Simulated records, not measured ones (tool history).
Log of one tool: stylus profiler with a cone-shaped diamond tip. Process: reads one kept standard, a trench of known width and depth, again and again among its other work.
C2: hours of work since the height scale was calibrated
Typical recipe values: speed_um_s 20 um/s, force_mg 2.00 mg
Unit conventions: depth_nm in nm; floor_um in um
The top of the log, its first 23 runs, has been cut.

Run 24, day 38.200: usual settings but force_mg 2.34 mg; scans with this tip 10733; C2 1120. Result: depth_nm 1013.93 nm, floor_um 22.39 um.
Run 25, day 40.125: usual settings but speed_um_s 29 um/s, force_mg 1.65 mg; scans with this tip 10914; C2 1139. Result: depth_nm 1011.80 nm, floor_um 22.20 um.
Run 26, day 41.312: usual settings but speed_um_s 17 um/s, force_mg 0.68 mg; scans with this tip 11025; C2 1151. Result: depth_nm 1008.03 nm, floor_um 22.28 um.
Run 27, day 42.367: usual settings but speed_um_s 5 um/s, force_mg 4.28 mg; scans with this tip 11124; C2 1161. Result: depth_nm 1019.40 nm, floor_um 22.45 um.
Run 28, day 44.667: usual settings but speed_um_s 11 um/s, force_mg 1.20 mg; scans with this tip 11340; C2 1184. Result: depth_nm 1010.27 nm, floor_um 22.38 um.
Run 29, day 46.233: usual settings but speed_um_s 7 um/s, force_mg 1.28 mg; scans with this tip 11487; C2 1199. Result: depth_nm 1011.03 nm, floor_um 22.35 um.
Run 30, day 47.504: usual settings but speed_um_s 76 um/s, force_mg 3.05 mg; scans with this tip 11607; C2 1212. Result: depth_nm 1016.20 nm, floor_um 21.97 um.
Run 31, day 49.658: usual settings but speed_um_s 12 um/s, force_mg 3.12 mg; scans with this tip 11809; C2 1233. Result: depth_nm 1016.33 nm, floor_um 22.32 um.
Run 32, day 50.642: usual settings but speed_um_s 8 um/s, force_mg 1.53 mg; scans with this tip 11902; C2 1242. Result: depth_nm 1012.11 nm, floor_um 22.30 um.
Run 33, day 52.354: usual settings but speed_um_s 8 um/s, force_mg 1.53 mg; scans with this tip 12062; C2 1259. Result: depth_nm 1011.46 nm, floor_um 22.23 um.
Run 34, day 54.029: usual settings but speed_um_s 8 um/s, force_mg 1.53 mg; scans with this tip 12220; C2 1275. Result: depth_nm 1012.00 nm, floor_um 22.28 um.
Run 35, day 55.588: usual settings but speed_um_s 14 um/s, force_mg 2.13 mg; scans with this tip 12366; C2 1291. Result: depth_nm 1013.85 nm, floor_um 22.26 um.
Run 36, day 57.800: usual settings but speed_um_s 17 um/s, force_mg 2.13 mg; scans with this tip 12574; C2 1312. Result: depth_nm 1013.71 nm, floor_um 22.15 um.
Run 37, day 59.133: usual settings but speed_um_s 17 um/s, force_mg 4.66 mg; scans with this tip 12699; C2 1326. Result: depth_nm 1020.62 nm, floor_um 22.21 um.
Run 38, day 60.804: usual settings but speed_um_s 5 um/s; scans with this tip 12856; C2 1342. Result: depth_nm 1013.45 nm, floor_um 22.23 um.
Run 39, day 62.750: usual settings but speed_um_s 60 um/s, force_mg 0.76 mg; scans with this tip 13039; C2 1361. Result: depth_nm 1009.19 nm, floor_um 21.55 um.
Run 40, day 64.438: usual settings but speed_um_s 31 um/s, force_mg 0.76 mg; scans with this tip 13198; C2 1378. Result: depth_nm 1009.04 nm, floor_um 21.88 um.
Run 41, day 65.421: usual settings but speed_um_s 11 um/s, force_mg 3.23 mg; scans with this tip 13290; C2 1387. Result: depth_nm 1017.55 nm, floor_um 22.11 um.
Run 42, day 67.521: usual settings but force_mg 5.87 mg; scans with this tip 13487; C2 1408. Result: depth_nm 1023.65 nm, floor_um 22.09 um.
Run 43, day 69.062: usual settings but speed_um_s 23 um/s, force_mg 2.04 mg; scans with this tip 13632; C2 1423. Result: depth_nm 1013.86 nm, floor_um 22.02 um.
Run 44, day 70.554: usual settings but speed_um_s 5 um/s, force_mg 3.59 mg; scans with this tip 13772; C2 1437. Result: depth_nm 1018.71 nm, floor_um 22.12 um.
Run 45, day 72.662: usual settings but speed_um_s 16 um/s, force_mg 2.79 mg; scans with this tip 13970; C2 1458. Result: depth_nm 1016.55 nm, floor_um 22.00 um.
At day 73.642: height scale calibrated on a step standard.
Run 46, day 74.850: usual settings but speed_um_s 36 um/s, force_mg 3.85 mg; scans with this tip 14174; C2 12. Result: depth_nm 1014.14 nm, floor_um 21.89 um.

Each row is a separate what-if for the run after 46, all from the same tool condition, not one after another. Results?
Run A, day 76.146: usual settings but speed_um_s 61 um/s, force_mg 4.10 mg; scans with this tip 14296; C2 25. Result: depth_nm ?, floor_um ?.
Run B, day 76.146: usual settings but speed_um_s 7 um/s, force_mg 0.92 mg; scans with this tip 14296; C2 25. Result: depth_nm ?, floor_um ?.
Run C, day 76.146: usual settings but speed_um_s 7 um/s, force_mg 0.91 mg; scans with this tip 14296; C2 25. Result: depth_nm ?, floor_um ?.

run  depth_nm  floor_um
  A   1014.53     21.77
  B   1004.95     22.05
  C   1005.21     22.02
Without the tool's hidden state the same runs would have given:
run  depth_nm  floor_um
  A   1015.01     23.68
  B   1005.43     23.96
  C   1005.68     23.93
